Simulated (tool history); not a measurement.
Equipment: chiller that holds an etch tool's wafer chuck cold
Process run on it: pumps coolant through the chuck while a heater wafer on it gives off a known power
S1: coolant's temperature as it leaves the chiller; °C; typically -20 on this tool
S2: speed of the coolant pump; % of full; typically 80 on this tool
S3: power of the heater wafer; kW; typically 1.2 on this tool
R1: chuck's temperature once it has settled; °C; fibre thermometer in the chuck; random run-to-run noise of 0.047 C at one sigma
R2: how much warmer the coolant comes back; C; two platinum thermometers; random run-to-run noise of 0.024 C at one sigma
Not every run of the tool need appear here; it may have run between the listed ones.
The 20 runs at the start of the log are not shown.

| run | hour | S1 | S2 | S3 | R1 | R2 |
|---|---|---|---|---|---|---|
| 21 | 928.9 | -27 | 61 | 1.474 | -14.99 | 6.24 |
|  | 937.9 | coolant pump overhauled |
| 22 | 966.8 | -27 | 61 | 1.474 | -14.98 | 6.27 |
| 23 | 1000.7 | -27 | 61 | 1.474 | -14.93 | 6.29 |
|  | 1056.7 | coolant pump overhauled, once more |
| 24 | 1059.9 | -20 | 80 | 0.964 | -14.41 | 2.89 |
|  | 1081.2 | chiller's thermometer calibrated |
| 25 | 1106.7 | -20 | 97 | 1.562 | -11.36 | 3.77 |
| 26 | 1142.1 | -11 | 60 | 1.095 | -1.64 | 4.6 |
| 27 | 1183.5 | -25 | 60 | 1.095 | -15.68 | 4.58 |
| 28 | 1219.3 | -25 | 95 | 0.847 | -20.22 | 2.12 |
| 29 | 1271.3 | -25 | 95 | 0.847 | -20.25 | 2.11 |
| 30 | 1304.8 | -25 | 95 | 0.847 | -20.21 | 2.11 |
| 31 | 1334 | -19 | 67 | 0.698 | -13.63 | 2.56 |

Predict each of these 4 candidate next runs independently; none follows another, all start after run 31:
| A | 1390 | -19 | 95 | 0.822 | ? | ? |
| B | 1390 | -14 | 68 | 1.199 | ? | ? |
| C | 1390 | -22 | 82 | 1.151 | ? | ? |
| D | 1390 | -19 | 67 | 0.872 | ? | ? |

| run | R1 | R2 |
|---|---|---|
| A | -14.33 | 2.04 |
| B | -4.86 | 4.32 |
| C | -14.52 | 3.36 |
| D | -12.15 | 3.23 |
The same runs, with their run-to-run variation unchanged, on a tool lacking any hidden condition would have given:
| run | R1 | R2 |
|---|---|---|
| A | -14.34 | 2.06 |
| B | -4.88 | 4.35 |
| C | -14.53 | 3.38 |
| D | -12.17 | 3.25 |
